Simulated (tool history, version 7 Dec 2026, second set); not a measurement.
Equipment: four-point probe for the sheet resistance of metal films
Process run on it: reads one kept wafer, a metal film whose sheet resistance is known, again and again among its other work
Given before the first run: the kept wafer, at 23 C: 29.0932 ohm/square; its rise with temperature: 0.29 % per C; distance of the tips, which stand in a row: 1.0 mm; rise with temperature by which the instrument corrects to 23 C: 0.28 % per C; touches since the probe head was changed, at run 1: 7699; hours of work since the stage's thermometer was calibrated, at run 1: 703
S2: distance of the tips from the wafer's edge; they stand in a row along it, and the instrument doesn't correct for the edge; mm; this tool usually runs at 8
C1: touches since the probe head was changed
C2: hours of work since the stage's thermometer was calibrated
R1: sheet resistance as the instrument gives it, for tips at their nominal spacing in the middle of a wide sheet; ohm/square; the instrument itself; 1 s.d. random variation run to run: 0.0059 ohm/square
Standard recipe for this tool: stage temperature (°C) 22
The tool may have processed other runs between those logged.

{"run": 1, "hour": 0.0, "stage temperature (°C)": 22, "S2": 8, "C1": 7699, "C2": 703, "R1": 29.324149}
{"run": 2, "hour": 13.0, "stage temperature (°C)": 22, "S2": 8, "C1": 7995, "C2": 710, "R1": 29.329324}
{"run": 3, "hour": 26.2, "stage temperature (°C)": 22, "S2": 8, "C1": 8295, "C2": 717, "R1": 29.328064}
{"run": 4, "hour": 38.5, "stage temperature (°C)": 33, "S2": 8, "C1": 8575, "C2": 723, "R1": 29.362322}
{"run": 5, "hour": 50.3, "stage temperature (°C)": 33, "S2": 8, "C1": 8845, "C2": 729, "R1": 29.361479}
{"run": 6, "hour": 72.2, "stage temperature (°C)": 33, "S2": 8, "C1": 9342, "C2": 741, "R1": 29.357022}
{"run": 7, "hour": 89.0, "stage temperature (°C)": 18, "S2": 8, "C1": 9726, "C2": 750, "R1": 29.326383}
{"run": 8, "hour": 103.4, "stage temperature (°C)": 18, "S2": 8, "C1": 10054, "C2": 758, "R1": 29.323476}
{"run": 9, "hour": 122.7, "stage temperature (°C)": 24, "S2": 8, "C1": 10494, "C2": 768, "R1": 29.325184}
{"run": 10, "hour": 135.0, "stage temperature (°C)": 23, "S2": 8, "C1": 10773, "C2": 774, "R1": 29.332474}
{"run": 11, "hour": 145.9, "stage temperature (°C)": 27, "S2": 8, "C1": 11023, "C2": 780, "R1": 29.341407}
{"run": 12, "hour": 167.7, "stage temperature (°C)": 22, "S2": 8, "C1": 11520, "C2": 792, "R1": 29.333254}
{"run": 13, "hour": 182.6, "stage temperature (°C)": 22, "S2": 8, "C1": 11857, "C2": 800, "R1": 29.332612}
{"run": 14, "hour": 205.1, "stage temperature (°C)": 22, "S2": 8, "C1": 12372, "C2": 812, "R1": 29.333146}
{"run": 15, "hour": 229.6, "stage temperature (°C)": 22, "S2": 8, "C1": 12929, "C2": 825, "R1": 29.330527}
{"run": 16, "hour": 242.1, "stage temperature (°C)": 22, "S2": 8, "C1": 13214, "C2": 831, "R1": 29.334207}
{"run": 17, "hour": 253.8, "stage temperature (°C)": 22, "S2": 8, "C1": 13479, "C2": 837, "R1": 29.333543}
{"run": 18, "hour": 264.3, "stage temperature (°C)": 22, "S2": 8, "C1": 13719, "C2": 843, "R1": 29.329749}
{"run": 19, "hour": 286.7, "stage temperature (°C)": 29, "S2": 8, "C1": 14229, "C2": 855, "R1": 29.352037}
{"run": 20, "hour": 297.6, "stage temperature (°C)": 26, "S2": 8, "C1": 14478, "C2": 861, "R1": 29.339774}
{"run": 21, "hour": 320.6, "stage temperature (°C)": 22, "S2": 3, "C1": 15003, "C2": 873, "R1": 30.723358}
{"run": 22, "hour": 334.9, "stage temperature (°C)": 22, "S2": 3, "C1": 15327, "C2": 880, "R1": 30.733641}
{"run": 23, "hour": 353.8, "stage temperature (°C)": 18, "S2": 3, "C1": 15758, "C2": 890, "R1": 30.714383}
{"run": 24, "hour": 378.0, "stage temperature (°C)": 19, "S2": 10, "C1": 16311, "C2": 903, "R1": 29.238794}

For run 25, what comes out?
{"run": 25, "hour": 391.9, "stage temperature (°C)": 30, "S2": 45, "C1": 16627, "C2": 911, "R1": "?"}

{"run 25": {"R1": 29.115658}}
Had the tool carried no hidden state, the very same run would have given R1 29.117324 ohm/square.

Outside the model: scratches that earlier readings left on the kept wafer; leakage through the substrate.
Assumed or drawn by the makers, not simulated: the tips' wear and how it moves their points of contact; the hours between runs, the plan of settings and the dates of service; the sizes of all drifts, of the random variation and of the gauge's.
